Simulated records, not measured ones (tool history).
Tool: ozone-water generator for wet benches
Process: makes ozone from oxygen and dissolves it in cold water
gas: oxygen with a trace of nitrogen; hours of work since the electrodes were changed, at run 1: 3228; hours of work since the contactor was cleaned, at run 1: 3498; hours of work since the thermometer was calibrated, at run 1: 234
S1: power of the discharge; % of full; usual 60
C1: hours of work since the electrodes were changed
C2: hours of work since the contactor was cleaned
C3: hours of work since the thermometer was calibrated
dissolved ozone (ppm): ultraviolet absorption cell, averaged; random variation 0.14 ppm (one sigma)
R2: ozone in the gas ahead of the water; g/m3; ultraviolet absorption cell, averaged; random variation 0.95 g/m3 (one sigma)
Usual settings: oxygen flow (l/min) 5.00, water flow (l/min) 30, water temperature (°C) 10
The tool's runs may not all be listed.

{"run": 1, "day": 0.0, "S1": 60, "oxygen flow (l/min)": 5.0, "water flow (l/min)": 30, "water temperature (°C)": 10, "C1": 3228, "C2": 3498, "C3": 234, "dissolved ozone (ppm)": 14.8, "R2": 149.4}
{"run": 2, "day": 7.608, "S1": 60, "oxygen flow (l/min)": 5.0, "water flow (l/min)": 30, "water temperature (°C)": 10, "C1": 3342, "C2": 3612, "C3": 349, "dissolved ozone (ppm)": 14.7, "R2": 149.5}
{"run": 3, "day": 14.667, "S1": 60, "oxygen flow (l/min)": 5.0, "water flow (l/min)": 30, "water temperature (°C)": 10, "C1": 3448, "C2": 3718, "C3": 454, "dissolved ozone (ppm)": 14.9, "R2": 149.9}
{"run": 4, "day": 24.083, "S1": 60, "oxygen flow (l/min)": 5.0, "water flow (l/min)": 30, "water temperature (°C)": 10, "C1": 3589, "C2": 3859, "C3": 596, "dissolved ozone (ppm)": 14.7, "R2": 149.7}
{"run": 5, "day": 28.05, "S1": 60, "oxygen flow (l/min)": 5.0, "water flow (l/min)": 30, "water temperature (°C)": 10, "C1": 3649, "C2": 3918, "C3": 655, "dissolved ozone (ppm)": 14.7, "R2": 149.6}
{"run": 6, "day": 37.633, "S1": 60, "oxygen flow (l/min)": 5.0, "water flow (l/min)": 30, "water temperature (°C)": 10, "C1": 3792, "C2": 4062, "C3": 799, "dissolved ozone (ppm)": 14.3, "R2": 148.0}
{"run": 7, "day": 43.546, "S1": 60, "oxygen flow (l/min)": 5.99, "water flow (l/min)": 30, "water temperature (°C)": 10, "C1": 3881, "C2": 4151, "C3": 888, "dissolved ozone (ppm)": 15.3, "R2": 139.2}
{"run": 8, "day": 51.975, "S1": 78, "oxygen flow (l/min)": 5.99, "water flow (l/min)": 30, "water temperature (°C)": 10, "C1": 4007, "C2": 4277, "C3": 1014, "dissolved ozone (ppm)": 17.2, "R2": 155.5}
{"run": 9, "day": 60.921, "S1": 78, "oxygen flow (l/min)": 5.99, "water flow (l/min)": 30, "water temperature (°C)": 10, "C1": 4142, "C2": 4412, "C3": 1148, "dissolved ozone (ppm)": 17.1, "R2": 155.4}
{"run": 10, "day": 65.933, "S1": 60, "oxygen flow (l/min)": 2.81, "water flow (l/min)": 30, "water temperature (°C)": 10, "C1": 4217, "C2": 4487, "C3": 1223, "dissolved ozone (ppm)": 11.7, "R2": 186.6}
{"run": 11, "day": 75.308, "S1": 60, "oxygen flow (l/min)": 6.54, "water flow (l/min)": 30, "water temperature (°C)": 10, "C1": 4357, "C2": 4627, "C3": 1364, "dissolved ozone (ppm)": 15.4, "R2": 130.9}
{"day": 83.333, "done": "contactor cleaned"}
{"run": 12, "day": 83.333, "S1": 60, "oxygen flow (l/min)": 6.54, "water flow (l/min)": 30, "water temperature (°C)": 10, "C1": 4475, "C2": 0, "C3": 1482, "dissolved ozone (ppm)": 15.9, "R2": 132.0}
{"run": 13, "day": 88.508, "S1": 60, "oxygen flow (l/min)": 6.54, "water flow (l/min)": 30, "water temperature (°C)": 10, "C1": 4553, "C2": 78, "C3": 1559, "dissolved ozone (ppm)": 15.8, "R2": 131.2}
{"run": 14, "day": 95.733, "S1": 60, "oxygen flow (l/min)": 5.0, "water flow (l/min)": 30, "water temperature (°C)": 8, "C1": 4661, "C2": 186, "C3": 1668, "dissolved ozone (ppm)": 15.1, "R2": 145.6}
{"run": 15, "day": 101.075, "S1": 60, "oxygen flow (l/min)": 5.0, "water flow (l/min)": 30, "water temperature (°C)": 8, "C1": 4741, "C2": 266, "C3": 1748, "dissolved ozone (ppm)": 15.0, "R2": 145.9}
{"run": 16, "day": 109.933, "S1": 60, "oxygen flow (l/min)": 5.0, "water flow (l/min)": 30, "water temperature (°C)": 8, "C1": 4874, "C2": 399, "C3": 1881, "dissolved ozone (ppm)": 14.9, "R2": 145.5}
{"run": 17, "day": 114.433, "S1": 60, "oxygen flow (l/min)": 5.0, "water flow (l/min)": 30, "water temperature (°C)": 8, "C1": 4942, "C2": 466, "C3": 1948, "dissolved ozone (ppm)": 14.9, "R2": 145.3}
{"run": 18, "day": 121.825, "S1": 60, "oxygen flow (l/min)": 5.0, "water flow (l/min)": 30, "water temperature (°C)": 8, "C1": 5052, "C2": 577, "C3": 2059, "dissolved ozone (ppm)": 14.8, "R2": 144.5}
{"run": 19, "day": 128.454, "S1": 76, "oxygen flow (l/min)": 5.33, "water flow (l/min)": 30, "water temperature (°C)": 9, "C1": 5152, "C2": 677, "C3": 2159, "dissolved ozone (ppm)": 16.8, "R2": 156.7}
{"run": 20, "day": 133.475, "S1": 60, "oxygen flow (l/min)": 5.73, "water flow (l/min)": 20, "water temperature (°C)": 10, "C1": 5227, "C2": 752, "C3": 2234, "dissolved ozone (ppm)": 20.6, "R2": 135.6}
{"run": 21, "day": 137.404, "S1": 62, "oxygen flow (l/min)": 5.8, "water flow (l/min)": 26, "water temperature (°C)": 10, "C1": 5286, "C2": 811, "C3": 2293, "dissolved ozone (ppm)": 17.2, "R2": 135.4}
{"run": 22, "day": 144.783, "S1": 68, "oxygen flow (l/min)": 5.8, "water flow (l/min)": 33, "water temperature (°C)": 10, "C1": 5397, "C2": 922, "C3": 2403, "dissolved ozone (ppm)": 14.6, "R2": 143.3}
{"run": 23, "day": 148.875, "S1": 60, "oxygen flow (l/min)": 4.91, "water flow (l/min)": 30, "water temperature (°C)": 10, "C1": 5458, "C2": 983, "C3": 2465, "dissolved ozone (ppm)": 14.4, "R2": 142.8}
{"run": 24, "day": 156.804, "S1": 77, "oxygen flow (l/min)": 4.31, "water flow (l/min)": 30, "water temperature (°C)": 14, "C1": 5577, "C2": 1102, "C3": 2584, "dissolved ozone (ppm)": 14.6, "R2": 172.1}
{"run": 25, "day": 160.938, "S1": 84, "oxygen flow (l/min)": 6.81, "water flow (l/min)": 22, "water temperature (°C)": 5, "C1": 5639, "C2": 1164, "C3": 2646, "dissolved ozone (ppm)": 24.2, "R2": 147.3}
{"run": 26, "day": 166.388, "S1": 51, "oxygen flow (l/min)": 3.21, "water flow (l/min)": 33, "water temperature (°C)": 6, "C1": 5721, "C2": 1246, "C3": 2727, "dissolved ozone (ppm)": 10.5, "R2": 157.2}

Forecast run 27:
{"run": 27, "day": 171.133, "S1": 60, "oxygen flow (l/min)": 4.8, "water flow (l/min)": 30, "water temperature (°C)": 10, "C1": 5792, "C2": 1317, "C3": 2799, "dissolved ozone (ppm)": "?", "R2": "?"}

{"run 27": {"dissolved ozone (ppm)": 14.0, "R2": 143.5}}
Without the tool's hidden state the same run would have given dissolved ozone (ppm) 16.0, R2 161.9 g/m3.

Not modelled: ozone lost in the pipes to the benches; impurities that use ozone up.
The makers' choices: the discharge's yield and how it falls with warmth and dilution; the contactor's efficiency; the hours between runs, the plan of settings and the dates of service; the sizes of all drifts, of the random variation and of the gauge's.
